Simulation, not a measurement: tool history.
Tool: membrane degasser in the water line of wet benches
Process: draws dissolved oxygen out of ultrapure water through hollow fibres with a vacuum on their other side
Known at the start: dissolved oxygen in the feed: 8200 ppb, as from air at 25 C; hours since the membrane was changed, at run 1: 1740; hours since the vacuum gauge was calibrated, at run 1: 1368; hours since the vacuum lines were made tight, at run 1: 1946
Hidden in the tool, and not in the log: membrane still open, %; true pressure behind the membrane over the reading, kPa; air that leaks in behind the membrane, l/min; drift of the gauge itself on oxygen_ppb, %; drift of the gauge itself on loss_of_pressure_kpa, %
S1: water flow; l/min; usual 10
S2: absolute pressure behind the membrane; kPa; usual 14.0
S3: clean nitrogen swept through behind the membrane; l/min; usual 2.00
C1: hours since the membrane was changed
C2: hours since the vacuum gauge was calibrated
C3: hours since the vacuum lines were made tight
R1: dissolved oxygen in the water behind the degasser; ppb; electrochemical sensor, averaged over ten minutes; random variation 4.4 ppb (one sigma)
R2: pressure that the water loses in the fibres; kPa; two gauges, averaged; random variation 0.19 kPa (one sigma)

run,hour,S1,S2,S3,C1,C2,C3,R1,R2
1,0.0,10,14.0,2.00,1740,1368,1946,435.4,38.18
2,41.1,10,14.0,2.00,1781,1409,1987,430.6,38.07
3,71.5,10,14.0,2.00,1811,1440,2018,440.5,37.98
4,97.1,10,14.9,2.00,1837,1465,2043,446.4,37.78
5,132.5,10,14.9,2.00,1872,1501,2079,450.7,38.13
6,165.7,10,14.0,2.00,1905,1534,2112,433.9,38.19
7,199.1,15,14.0,2.00,1939,1567,2145,858.5,57.09
8,249.7,15,14.0,2.00,1990,1618,2196,872.9,57.36
9,279.1,10,14.0,2.00,2019,1647,2225,431.7,38.23
10,328.1,10,14.0,2.00,2068,1696,2274,436.9,38.23
11,351.5,10,14.0,2.00,2091,1719,2297,436.5,38.28
12,380.2,10,14.0,2.00,2120,1748,2326,444.1,38.43
13,423.6,10,14.0,2.00,2163,1792,2370,430.0,38.27
14,452.0,10,14.0,2.00,2192,1820,2398,436.5,38.17
15,486.3,13,14.0,2.00,2226,1854,2432,693.9,50.02
16,536.2,10,14.0,2.00,2276,1904,2482,443.0,37.86
17,576.7,14,25.4,1.14,2316,1945,2523,1143.2,53.77
18,622.0,14,25.4,1.14,2362,1990,2568,1147.7,53.88
19,663.1,14,11.6,1.21,2403,2031,2609,825.0,54.14
20,686.6,7,14.0,3.15,2426,2055,2633,179.0,27.24
21,733.2,7,14.0,3.15,2473,2101,2679,188.1,27.16
22,771.5,7,14.0,3.15,2511,2140,2718,182.8,27.17
23,808.6,11,19.5,1.84,2548,2177,2755,600.6,42.92
24,844.4,8,17.9,2.00,2584,2212,2790,314.3,30.91
25,890.2,15,14.0,2.00,2630,2258,2836,862.9,58.23
26,939.5,10,14.0,5.37,2679,2308,2885,368.5,39.14
27,967.6,13,12.6,1.59,2707,2336,2914,707.7,50.36
28,1013.4,10,9.1,2.89,2753,2381,2959,365.5,38.65
29,1058.5,9,15.1,1.05,2798,2427,3004,474.3,34.94
30,1098.8,9,15.1,1.05,2839,2467,3045,471.8,35.05
31,1120.3,9,15.1,1.05,2860,2488,3066,477.6,34.75

3 ways to go on from here, each from the tool as it stands after run 31. What would each give?
A,1147.8,9,32.4,1.72,2888,2516,3094,?,?
B,1147.8,10,29.9,2.65,2888,2516,3094,?,?
C,1147.8,9,15.1,0.96,2888,2516,3094,?,?

run,R1,R2
A,580.3,35.29
B,542.5,38.79
C,492.3,35.10
Without the tool's hidden state the same runs would have given:
run,R1,R2
A,579.6,34.43
B,541.8,37.84
C,491.7,34.25
